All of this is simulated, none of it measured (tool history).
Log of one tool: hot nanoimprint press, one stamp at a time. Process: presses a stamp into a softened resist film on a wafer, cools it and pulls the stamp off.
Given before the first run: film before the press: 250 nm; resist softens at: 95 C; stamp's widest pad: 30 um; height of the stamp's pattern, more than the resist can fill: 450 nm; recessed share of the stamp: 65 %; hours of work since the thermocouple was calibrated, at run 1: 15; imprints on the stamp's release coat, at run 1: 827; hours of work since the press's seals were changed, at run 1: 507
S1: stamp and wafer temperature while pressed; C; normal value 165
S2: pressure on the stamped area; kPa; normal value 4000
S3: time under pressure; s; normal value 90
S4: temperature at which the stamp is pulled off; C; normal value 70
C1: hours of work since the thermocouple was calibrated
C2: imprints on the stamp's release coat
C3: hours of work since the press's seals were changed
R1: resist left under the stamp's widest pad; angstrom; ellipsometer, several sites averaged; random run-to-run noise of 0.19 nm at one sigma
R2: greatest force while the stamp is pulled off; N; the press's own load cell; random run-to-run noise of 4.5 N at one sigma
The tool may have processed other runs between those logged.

run   hour   S1    S2   S3  S4   C1    C2   C3    R1   R2
  1      0  165  4000   90  70   15   827  507   936  257
  2   16.8  163  4000   90  70   23   865  515  1013  254
  3   30.7  163  4000   90  70   29   896  522  1008  252
  4   53.3  165  4000  119  70   40   947  532   835  256
  5     72  165  3710   90  70   49   989  541   967  269
  6   97.7  165  3710   90  70   61  1047  554   967  270
  7  116.2  170  4000   90  70   70  1089  562   768  275
  8    144  160  4000   90  70   83  1151  576  1133  279
  9  164.6  163  3130   90  63   93  1198  585  1127  320
     187.4  -- press's hydraulic seals changed and the load cell set to zero
 10  204.1  165  4370   90  70  108  1269    8   883  276
 11  231.2  165  4000  126  58  121  1330   21   801  345
 12    263  173  4000   67  70  136  1401   36   762  283
 13  277.2  173  4000   67  70  143  1433   43   761  278
 14  291.4  173  4000   67  60  150  1465   50   762  341

Forecast each of these 4 alternatives for the next run:
  A  311.2  162  2830   67  78  159  1510  59   ?   ?
  B  311.2  173  2620   47  69  159  1510  59   ?   ?
  C  311.2  171  4000   67  60  159  1510  59   ?   ?
  D  311.2  173  4450  124  60  159  1510  59   ?   ?

run    R1   R2
  A  1343  245
  B  1075  286
  C   821  353
  D   557  349
With no hidden state in the tool, these same runs would have given:
run    R1   R2
  A  1363  191
  B  1091  222
  C   834  274
  D   566  271

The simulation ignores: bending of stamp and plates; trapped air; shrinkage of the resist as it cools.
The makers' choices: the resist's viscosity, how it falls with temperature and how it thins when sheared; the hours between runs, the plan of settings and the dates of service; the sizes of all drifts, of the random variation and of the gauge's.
